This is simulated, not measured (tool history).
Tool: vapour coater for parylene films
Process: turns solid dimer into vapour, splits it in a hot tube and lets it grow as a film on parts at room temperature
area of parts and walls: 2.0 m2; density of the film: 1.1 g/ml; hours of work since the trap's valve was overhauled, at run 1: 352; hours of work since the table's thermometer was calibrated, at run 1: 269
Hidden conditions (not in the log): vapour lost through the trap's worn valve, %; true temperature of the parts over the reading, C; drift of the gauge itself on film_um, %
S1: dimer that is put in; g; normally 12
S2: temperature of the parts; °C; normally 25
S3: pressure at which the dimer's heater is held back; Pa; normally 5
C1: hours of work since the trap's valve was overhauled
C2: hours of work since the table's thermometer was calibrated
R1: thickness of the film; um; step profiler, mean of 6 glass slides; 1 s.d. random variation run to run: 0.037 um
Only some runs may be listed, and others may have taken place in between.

run 1 hour=0 | S1=12 S2=25 S3=5 | C1=352 C2=269 | R1=3.73
run 2 hour=22.5 | S1=12 S2=25 S3=5 | C1=371 C2=289 | R1=3.63
run 3 hour=56.1 | S1=10 S2=25 S3=5 | C1=401 C2=318 | R1=3.07
run 4 hour=92.7 | S1=10 S2=25 S3=5 | C1=433 C2=350 | R1=3.07
run 5 hour=112.1 | S1=10 S2=25 S3=5 | C1=450 C2=367 | R1=3.09
run 6 hour=147.4 | S1=12 S2=25 S3=5 | C1=481 C2=398 | R1=3.63
run 7 hour=188.5 | S1=12 S2=25 S3=5 | C1=517 C2=434 | R1=3.59
run 8 hour=222.7 | S1=12 S2=25 S3=5 | C1=547 C2=464 | R1=3.64
run 9 hour=255.8 | S1=12 S2=25 S3=5 | C1=576 C2=493 | R1=3.56
run 10 hour=274.4 | S1=12 S2=25 S3=5 | C1=592 C2=509 | R1=3.56
-- hour=305.3 trap's valve overhauled
run 11 hour=316.8 | S1=12 S2=25 S3=5 | C1=10 C2=543 | R1=3.92
run 12 hour=343.4 | S1=12 S2=25 S3=5 | C1=33 C2=566 | R1=3.89
run 13 hour=373.5 | S1=12 S2=25 S3=5 | C1=60 C2=593 | R1=3.88
run 14 hour=402.6 | S1=12 S2=25 S3=5 | C1=85 C2=618 | R1=3.93
run 15 hour=423.3 | S1=12 S2=25 S3=2.06 | C1=103 C2=636 | R1=4.17
run 16 hour=461.9 | S1=12 S2=25 S3=5 | C1=137 C2=670 | R1=3.78
run 17 hour=483.3 | S1=12 S2=36 S3=5 | C1=156 C2=689 | R1=2.61
run 18 hour=514.7 | S1=12 S2=19 S3=5 | C1=184 C2=716 | R1=4.7
run 19 hour=547.9 | S1=10 S2=19 S3=5 | C1=213 C2=745 | R1=3.92
-- hour=552.5 table's thermometer calibrated
run 20 hour=578.9 | S1=12 S2=25 S3=4.7 | C1=239 C2=23 | R1=3.91
run 21 hour=597 | S1=12 S2=25 S3=4.7 | C1=255 C2=39 | R1=3.78
run 22 hour=627.4 | S1=12 S2=25 S3=4.7 | C1=281 C2=66 | R1=3.76
run 23 hour=660.3 | S1=6 S2=25 S3=5 | C1=310 C2=94 | R1=1.84
run 24 hour=693.2 | S1=22 S2=25 S3=6.64 | C1=339 C2=123 | R1=6.68
-- hour=719 table's thermometer calibrated, once more
run 25 hour=736.3 | S1=14 S2=32 S3=2.38 | C1=376 C2=15 | R1=3.53
run 26 hour=755.3 | S1=21 S2=25 S3=10.65 | C1=393 C2=32 | R1=6
run 27 hour=775.3 | S1=12 S2=25 S3=5 | C1=410 C2=49 | R1=3.63
run 28 hour=811.8 | S1=12 S2=25 S3=5 | C1=442 C2=81 | R1=3.63
run 29 hour=838.2 | S1=15 S2=23 S3=5 | C1=465 C2=104 | R1=4.89
run 30 hour=868.9 | S1=20 S2=21 S3=5 | C1=492 C2=131 | R1=6.97
run 31 hour=906 | S1=7 S2=25 S3=11.85 | C1=525 C2=164 | R1=1.92
run 32 hour=934.4 | S1=7 S2=25 S3=11.85 | C1=550 C2=189 | R1=1.93
run 33 hour=970.5 | S1=13 S2=28 S3=9.72 | C1=581 C2=220 | R1=3.3
run 34 hour=1007.7 | S1=13 S2=28 S3=9.72 | C1=614 C2=253 | R1=3.17
-- hour=1014.7 trap's valve overhauled
run 35 hour=1035.7 | S1=13 S2=28 S3=9.72 | C1=18 C2=274 | R1=3.55
run 36 hour=1055.9 | S1=12 S2=36 S3=5 | C1=36 C2=292 | R1=2.64
run 37 hour=1077.6 | S1=12 S2=36 S3=5 | C1=55 C2=311 | R1=2.62
run 38 hour=1102.5 | S1=12 S2=21 S3=11.55 | C1=77 C2=333 | R1=4.05
run 39 hour=1130.1 | S1=14 S2=25 S3=5 | C1=101 C2=357 | R1=4.5
run 40 hour=1156.5 | S1=12 S2=22 S3=2.67 | C1=124 C2=380 | R1=4.59
run 41 hour=1192.4 | S1=11 S2=28 S3=8.9 | C1=156 C2=411 | R1=2.94
run 42 hour=1218.1 | S1=8 S2=18 S3=3.17 | C1=178 C2=434 | R1=3.39
run 43 hour=1253.4 | S1=16 S2=27 S3=6.04 | C1=209 C2=465 | R1=4.65
run 44 hour=1276.7 | S1=16 S2=27 S3=6.04 | C1=230 C2=485 | R1=4.63
run 45 hour=1298.1 | S1=16 S2=27 S3=6.04 | C1=248 C2=504 | R1=4.59
run 46 hour=1337.7 | S1=16 S2=18 S3=5.44 | C1=283 C2=539 | R1=6.28

5 options for the next run, each taken on its own from the tool as it stands now. Forecast them:
run A hour=1372.6 | S1=16 S2=18 S3=7.28 | C1=314 C2=569 | R1=?
run B hour=1372.6 | S1=11 S2=19 S3=8.49 | C1=314 C2=569 | R1=?
run C hour=1372.6 | S1=9 S2=20 S3=5 | C1=314 C2=569 | R1=?
run D hour=1372.6 | S1=5 S2=25 S3=6.68 | C1=314 C2=569 | R1=?
run E hour=1372.6 | S1=16 S2=29 S3=5.44 | C1=314 C2=569 | R1=?

run=A R1=6.27
run=B R1=4.01
run=C R1=3.36
run=D R1=1.53
run=E R1=4.35
What these runs would have given with no unlogged condition in the tool:
run=A R1=6.57
run=B R1=4.21
run=C R1=3.52
run=D R1=1.6
run=E R1=4.56

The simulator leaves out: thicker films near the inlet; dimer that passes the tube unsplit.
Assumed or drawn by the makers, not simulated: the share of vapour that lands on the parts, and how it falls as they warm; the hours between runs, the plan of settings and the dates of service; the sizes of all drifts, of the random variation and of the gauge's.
